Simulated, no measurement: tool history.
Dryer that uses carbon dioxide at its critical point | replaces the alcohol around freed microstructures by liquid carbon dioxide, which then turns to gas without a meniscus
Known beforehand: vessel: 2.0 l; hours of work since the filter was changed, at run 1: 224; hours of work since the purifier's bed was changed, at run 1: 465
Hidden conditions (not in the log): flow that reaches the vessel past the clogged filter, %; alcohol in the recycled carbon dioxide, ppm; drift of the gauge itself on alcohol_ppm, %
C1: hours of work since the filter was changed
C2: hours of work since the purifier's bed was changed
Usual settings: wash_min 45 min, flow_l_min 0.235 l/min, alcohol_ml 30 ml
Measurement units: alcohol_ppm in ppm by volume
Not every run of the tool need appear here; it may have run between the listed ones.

{"run": 1, "hour": 0.0, "wash_min": 45, "flow_l_min": 0.235, "alcohol_ml": 30, "C1": 224, "C2": 465, "alcohol_ppm": 326}
{"run": 2, "hour": 33.0, "wash_min": 45, "flow_l_min": 0.235, "alcohol_ml": 30, "C1": 240, "C2": 481, "alcohol_ppm": 331}
{"run": 3, "hour": 54.5, "wash_min": 45, "flow_l_min": 0.235, "alcohol_ml": 30, "C1": 250, "C2": 491, "alcohol_ppm": 330}
{"run": 4, "hour": 86.2, "wash_min": 45, "flow_l_min": 0.235, "alcohol_ml": 30, "C1": 265, "C2": 507, "alcohol_ppm": 342}
{"run": 5, "hour": 119.2, "wash_min": 45, "flow_l_min": 0.235, "alcohol_ml": 30, "C1": 281, "C2": 522, "alcohol_ppm": 346}
{"run": 6, "hour": 149.5, "wash_min": 45, "flow_l_min": 0.235, "alcohol_ml": 30, "C1": 296, "C2": 537, "alcohol_ppm": 357}
{"run": 7, "hour": 178.5, "wash_min": 45, "flow_l_min": 0.235, "alcohol_ml": 30, "C1": 309, "C2": 551, "alcohol_ppm": 366}
{"run": 8, "hour": 201.4, "wash_min": 45, "flow_l_min": 0.235, "alcohol_ml": 58, "C1": 321, "C2": 562, "alcohol_ppm": 594}
{"run": 9, "hour": 232.6, "wash_min": 45, "flow_l_min": 0.235, "alcohol_ml": 58, "C1": 336, "C2": 577, "alcohol_ppm": 610}
{"run": 10, "hour": 275.5, "wash_min": 45, "flow_l_min": 0.235, "alcohol_ml": 48, "C1": 356, "C2": 598, "alcohol_ppm": 524}
{"run": 11, "hour": 303.0, "wash_min": 45, "flow_l_min": 0.235, "alcohol_ml": 48, "C1": 369, "C2": 611, "alcohol_ppm": 547}
{"run": 12, "hour": 339.4, "wash_min": 45, "flow_l_min": 0.235, "alcohol_ml": 30, "C1": 387, "C2": 628, "alcohol_ppm": 408}
{"run": 13, "hour": 365.0, "wash_min": 45, "flow_l_min": 0.235, "alcohol_ml": 30, "C1": 399, "C2": 641, "alcohol_ppm": 416}
{"run": 14, "hour": 394.9, "wash_min": 45, "flow_l_min": 0.235, "alcohol_ml": 30, "C1": 414, "C2": 655, "alcohol_ppm": 420}
{"run": 15, "hour": 422.4, "wash_min": 45, "flow_l_min": 0.235, "alcohol_ml": 30, "C1": 427, "C2": 668, "alcohol_ppm": 419}
{"run": 16, "hour": 467.5, "wash_min": 45, "flow_l_min": 0.235, "alcohol_ml": 30, "C1": 449, "C2": 690, "alcohol_ppm": 430}
{"hour": 472.2, "done": "inlet filter changed"}
{"run": 17, "hour": 513.7, "wash_min": 45, "flow_l_min": 0.235, "alcohol_ml": 30, "C1": 20, "C2": 712, "alcohol_ppm": 331}
{"run": 18, "hour": 543.8, "wash_min": 59, "flow_l_min": 0.235, "alcohol_ml": 47, "C1": 34, "C2": 726, "alcohol_ppm": 224}
{"run": 19, "hour": 566.1, "wash_min": 45, "flow_l_min": 0.189, "alcohol_ml": 30, "C1": 45, "C2": 737, "alcohol_ppm": 606}
{"run": 20, "hour": 611.7, "wash_min": 59, "flow_l_min": 0.17, "alcohol_ml": 34, "C1": 67, "C2": 759, "alcohol_ppm": 452}
{"run": 21, "hour": 656.1, "wash_min": 39, "flow_l_min": 0.232, "alcohol_ml": 54, "C1": 88, "C2": 780, "alcohol_ppm": 848}
{"run": 22, "hour": 680.7, "wash_min": 39, "flow_l_min": 0.232, "alcohol_ml": 54, "C1": 100, "C2": 792, "alcohol_ppm": 838}
{"run": 23, "hour": 715.4, "wash_min": 30, "flow_l_min": 0.22, "alcohol_ml": 109, "C1": 117, "C2": 809, "alcohol_ppm": 3990}
{"run": 24, "hour": 758.8, "wash_min": 45, "flow_l_min": 0.142, "alcohol_ml": 38, "C1": 138, "C2": 830, "alcohol_ppm": 1729}
{"run": 25, "hour": 793.3, "wash_min": 45, "flow_l_min": 0.303, "alcohol_ml": 38, "C1": 154, "C2": 846, "alcohol_ppm": 256}
{"run": 26, "hour": 815.0, "wash_min": 61, "flow_l_min": 0.235, "alcohol_ml": 23, "C1": 165, "C2": 857, "alcohol_ppm": 204}
{"run": 27, "hour": 840.0, "wash_min": 61, "flow_l_min": 0.168, "alcohol_ml": 23, "C1": 177, "C2": 869, "alcohol_ppm": 383}
{"run": 28, "hour": 875.0, "wash_min": 61, "flow_l_min": 0.244, "alcohol_ml": 57, "C1": 194, "C2": 886, "alcohol_ppm": 264}
{"run": 29, "hour": 915.6, "wash_min": 61, "flow_l_min": 0.244, "alcohol_ml": 57, "C1": 213, "C2": 905, "alcohol_ppm": 261}
{"run": 30, "hour": 936.2, "wash_min": 67, "flow_l_min": 0.221, "alcohol_ml": 88, "C1": 223, "C2": 915, "alcohol_ppm": 316}
{"run": 31, "hour": 973.0, "wash_min": 35, "flow_l_min": 0.25, "alcohol_ml": 55, "C1": 241, "C2": 933, "alcohol_ppm": 1121}
{"run": 32, "hour": 1016.9, "wash_min": 64, "flow_l_min": 0.235, "alcohol_ml": 30, "C1": 262, "C2": 954, "alcohol_ppm": 241}
{"run": 33, "hour": 1046.9, "wash_min": 64, "flow_l_min": 0.235, "alcohol_ml": 30, "C1": 276, "C2": 968, "alcohol_ppm": 250}

3 options for the next run, each taken on its own from the tool as it stands now. Forecast them:
{"run": "A", "hour": 1086.9, "wash_min": 57, "flow_l_min": 0.31, "alcohol_ml": 33, "C1": 296, "C2": 987, "alcohol_ppm": "?"}
{"run": "B", "hour": 1086.9, "wash_min": 37, "flow_l_min": 0.235, "alcohol_ml": 104, "C1": 296, "C2": 987, "alcohol_ppm": "?"}
{"run": "C", "hour": 1086.9, "wash_min": 44, "flow_l_min": 0.151, "alcohol_ml": 30, "C1": 296, "C2": 987, "alcohol_ppm": "?"}

run=A alcohol_ppm=223
run=B alcohol_ppm=2002
run=C alcohol_ppm=1444
The same runs, with their run-to-run variation unchanged, on a tool lacking any hidden condition would have given:
run=A alcohol_ppm=12
run=B alcohol_ppm=1314
run=C alcohol_ppm=982

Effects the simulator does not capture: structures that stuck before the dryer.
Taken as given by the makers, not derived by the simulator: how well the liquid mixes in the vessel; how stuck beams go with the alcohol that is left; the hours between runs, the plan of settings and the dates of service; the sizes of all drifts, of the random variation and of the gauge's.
